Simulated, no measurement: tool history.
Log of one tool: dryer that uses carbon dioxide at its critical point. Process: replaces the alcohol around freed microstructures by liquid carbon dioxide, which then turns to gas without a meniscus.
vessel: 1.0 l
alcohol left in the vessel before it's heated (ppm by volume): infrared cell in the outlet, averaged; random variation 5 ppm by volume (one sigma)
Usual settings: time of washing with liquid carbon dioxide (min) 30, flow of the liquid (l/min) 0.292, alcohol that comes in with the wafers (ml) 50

run    hour  time of washing with liquid carbon dioxide (min)  flow of the liquid (l/min)  alcohol that comes in with the wafers (ml)  alcohol left in the vessel before it's heated (ppm by volume)
  1     0.0                                                30                       0.292                                          50                                                            113
  2    19.8                                                30                       0.292                                          50                                                            119
  3    58.9                                                30                       0.292                                          50                                                            127
  4    83.8                                                30                       0.292                                          50                                                            130
  5   111.8                                                30                       0.292                                          50                                                            136
  6   155.5                                                30                       0.292                                          50                                                            141
  7   187.4                                                38                       0.292                                          50                                                            122
  8   229.1                                                38                       0.481                                          50                                                            121
  9   250.8                                                38                       0.481                                          50                                                            117
 10   273.1                                                38                       0.481                                          50                                                            116
      296.0  -- purifier's bed changed
 11   309.8                                                30                       0.292                                          50                                                             44
 12   329.9                                                30                       0.292                                          50                                                             49
 13   364.5                                                30                       0.292                                          50                                                             55
 14   392.3                                                30                       0.292                                          50                                                             62
 15   420.2                                                30                       0.292                                          50                                                             63
 16   447.5                                                30                       0.292                                          50                                                             73
 17   486.6                                                30                       0.292                                          50                                                             70
 18   520.4                                                33                       0.292                                          50                                                             52
      535.8  -- inlet filter changed
 19   564.4                                                33                       0.292                                          50                                                             34
 20   607.2                                                30                       0.292                                          28                                                             49
 21   637.8                                                30                       0.292                                          28                                                             49
 22   675.6                                                30                       0.176                                          69                                                            891
 23   705.9                                                38                       0.229                                          44                                                             75
 24   745.1                                                19                       0.295                                          63                                                            585
 25   785.9                                                21                       0.292                                          21                                                            172
 26   803.9                                                48                       0.292                                          21                                                             53
 27   834.8                                                30                       0.215                                          32                                                            216
 28   866.5                                                30                       0.215                                          32                                                            222
 29   900.5                                                30                       0.215                                          32                                                            234
 30   925.9                                                30                       0.215                                          32                                                            239
 31   959.6                                                31                       0.234                                          38                                                            181
 32   986.1                                                27                       0.319                                          50                                                            129
 33  1003.9                                                27                       0.319                                          50                                                            112
 34  1024.0                                                21                       0.276                                          47                                                            503
 35  1059.3                                                21                       0.276                                          47                                                            506
 36  1081.5                                                30                       0.327                                          25                                                             92
 37  1101.6                                                30                       0.327                                          25                                                             90
 38  1130.9                                                30                       0.327                                          25                                                            100

The next listed run, before its measurement:
 39  1172.3                                                22                       0.238                                          31                                                              ?

Run 39 gave alcohol left in the vessel before it's heated (ppm by volume) 580.
Without the tool's hidden state the same run would have given alcohol left in the vessel before it's heated (ppm by volume) 334.

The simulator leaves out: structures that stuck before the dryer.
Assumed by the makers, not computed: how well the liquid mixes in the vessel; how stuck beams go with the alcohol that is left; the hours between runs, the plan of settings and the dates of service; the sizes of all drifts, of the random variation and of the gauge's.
